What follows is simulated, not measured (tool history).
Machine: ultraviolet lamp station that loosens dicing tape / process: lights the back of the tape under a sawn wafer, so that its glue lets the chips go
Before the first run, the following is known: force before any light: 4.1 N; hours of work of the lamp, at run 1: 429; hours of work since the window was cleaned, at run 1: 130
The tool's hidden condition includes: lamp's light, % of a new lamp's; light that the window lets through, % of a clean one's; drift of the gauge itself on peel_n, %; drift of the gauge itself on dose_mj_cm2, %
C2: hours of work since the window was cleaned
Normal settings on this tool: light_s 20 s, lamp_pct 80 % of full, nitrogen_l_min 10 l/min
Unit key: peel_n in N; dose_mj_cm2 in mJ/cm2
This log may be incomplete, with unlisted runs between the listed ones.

Run 1, hour 0: usual settings; hours of work of the lamp 429; C2 130. Result: peel_n 0.434 N, dose_mj_cm2 392 mJ/cm2.
Run 2, hour 33.2: usual settings but light_s 29 s; hours of work of the lamp 444; C2 144. Result: peel_n 0.206 N, dose_mj_cm2 564 mJ/cm2.
Run 3, hour 62.9: usual settings; hours of work of the lamp 456; C2 157. Result: peel_n 0.459 N, dose_mj_cm2 389 mJ/cm2.
Run 4, hour 89.4: usual settings but light_s 31 s; hours of work of the lamp 468; C2 168. Result: peel_n 0.176 N, dose_mj_cm2 600 mJ/cm2.
Run 5, hour 112.9: usual settings; hours of work of the lamp 477; C2 178. Result: peel_n 0.46 N, dose_mj_cm2 387 mJ/cm2.
Run 6, hour 148.4: usual settings but nitrogen_l_min 3 l/min; hours of work of the lamp 493; C2 193. Result: peel_n 0.791 N, dose_mj_cm2 383 mJ/cm2.
Run 7, hour 185.8: usual settings but lamp_pct 65 % of full; hours of work of the lamp 508; C2 209. Result: peel_n 0.717 N, dose_mj_cm2 311 mJ/cm2.
Run 8, hour 219: usual settings but lamp_pct 65 % of full; hours of work of the lamp 523; C2 223. Result: peel_n 0.689 N, dose_mj_cm2 309 mJ/cm2.
Run 9, hour 253.8: usual settings but lamp_pct 94 % of full; hours of work of the lamp 537; C2 238. Result: peel_n 0.356 N, dose_mj_cm2 444 mJ/cm2.
Run 10, hour 273.6: usual settings but light_s 24 s, lamp_pct 94 % of full; hours of work of the lamp 546; C2 246. Result: peel_n 0.235 N, dose_mj_cm2 529 mJ/cm2.
Run 11, hour 297.7: usual settings but light_s 24 s, lamp_pct 94 % of full; hours of work of the lamp 556; C2 257. Result: peel_n 0.214 N, dose_mj_cm2 524 mJ/cm2.
Run 12, hour 332.4: usual settings but light_s 24 s, lamp_pct 94 % of full; hours of work of the lamp 571; C2 271. Result: peel_n 0.242 N, dose_mj_cm2 518 mJ/cm2.
Run 13, hour 348.1: usual settings; hours of work of the lamp 578; C2 278. Result: peel_n 0.506 N, dose_mj_cm2 368 mJ/cm2.
Run 14, hour 380.7: usual settings; hours of work of the lamp 591; C2 292. Result: peel_n 0.494 N, dose_mj_cm2 365 mJ/cm2.
Run 15, hour 408.3: usual settings but lamp_pct 68 % of full, nitrogen_l_min 7 l/min; hours of work of the lamp 603; C2 304. Result: peel_n 0.801 N, dose_mj_cm2 310 mJ/cm2.
Run 16, hour 424.4: usual settings but lamp_pct 68 % of full, nitrogen_l_min 7 l/min; hours of work of the lamp 610; C2 310. Result: peel_n 0.806 N, dose_mj_cm2 311 mJ/cm2.
Run 17, hour 453.8: usual settings but light_s 25 s, lamp_pct 77 % of full, nitrogen_l_min 7 l/min; hours of work of the lamp 622; C2 323. Result: peel_n 0.439 N, dose_mj_cm2 437 mJ/cm2.
Run 18, hour 480.7: usual settings but lamp_pct 100 % of full; hours of work of the lamp 634; C2 334. Result: peel_n 0.326 N, dose_mj_cm2 450 mJ/cm2.
Run 19, hour 496.9: usual settings but lamp_pct 100 % of full; hours of work of the lamp 641; C2 341. Result: peel_n 0.325 N, dose_mj_cm2 449 mJ/cm2.
At hour 499.3: window cleaned of glue's vapour.
Run 20, hour 528.1: usual settings but lamp_pct 64 % of full, nitrogen_l_min 5 l/min; hours of work of the lamp 654; C2 12. Result: peel_n 1.01 N, dose_mj_cm2 281 mJ/cm2.
Run 21, hour 560.3: usual settings but light_s 14 s, lamp_pct 98 % of full; hours of work of the lamp 668; C2 26. Result: peel_n 0.75 N, dose_mj_cm2 303 mJ/cm2.
Run 22, hour 578.8: usual settings but light_s 11 s, lamp_pct 76 % of full; hours of work of the lamp 675; C2 34. Result: peel_n 1.443 N, dose_mj_cm2 185 mJ/cm2.
At hour 599.6: window cleaned of glue's vapour, once more.
Run 23, hour 607.9: usual settings but light_s 34 s, nitrogen_l_min 7 l/min; hours of work of the lamp 688; C2 4. Result: peel_n 0.193 N, dose_mj_cm2 619 mJ/cm2.
Run 24, hour 638.2: usual settings but light_s 34 s, nitrogen_l_min 7 l/min; hours of work of the lamp 700; C2 16. Result: peel_n 0.188 N, dose_mj_cm2 623 mJ/cm2.
Run 25, hour 672.2: usual settings but light_s 28 s, lamp_pct 83 % of full, nitrogen_l_min 6 l/min; hours of work of the lamp 715; C2 31. Result: peel_n 0.308 N, dose_mj_cm2 518 mJ/cm2.
Run 26, hour 708: usual settings but light_s 17 s, lamp_pct 93 % of full, nitrogen_l_min 6 l/min; hours of work of the lamp 730; C2 46. Result: peel_n 0.683 N, dose_mj_cm2 354 mJ/cm2.
Run 27, hour 739.9: usual settings but light_s 15 s, nitrogen_l_min 20 l/min; hours of work of the lamp 744; C2 60. Result: peel_n 0.726 N, dose_mj_cm2 265 mJ/cm2.
Run 28, hour 777.4: usual settings but light_s 15 s, nitrogen_l_min 20 l/min; hours of work of the lamp 760; C2 76. Result: peel_n 0.769 N, dose_mj_cm2 264 mJ/cm2.

Take each entry between the runs: how does the hidden state at the last listed run before it differ from the hidden state at the first listed run after it?
Runs 19 to 20: window cleaned of glue's vapour (hour 499.3)
  lamp's light, % of a new lamp's: 79.2 -> 78.8; light that the window lets through, % of a clean one's: 96.7 -> 95.8
  measured value less the no-hidden-state value, peel_n: +0.154 -> +0.355 N; dose_mj_cm2: -137 -> -91 mJ/cm2
Runs 22 to 23: window cleaned of glue's vapour, once more (hour 599.6)
  lamp's light, % of a new lamp's: 78.1 -> 77.8; light that the window lets through, % of a clean one's: 95.7 -> 99.9
  measured value less the no-hidden-state value, peel_n: +0.427 -> +0.084 N; dose_mj_cm2: -62 -> -178 mJ/cm2

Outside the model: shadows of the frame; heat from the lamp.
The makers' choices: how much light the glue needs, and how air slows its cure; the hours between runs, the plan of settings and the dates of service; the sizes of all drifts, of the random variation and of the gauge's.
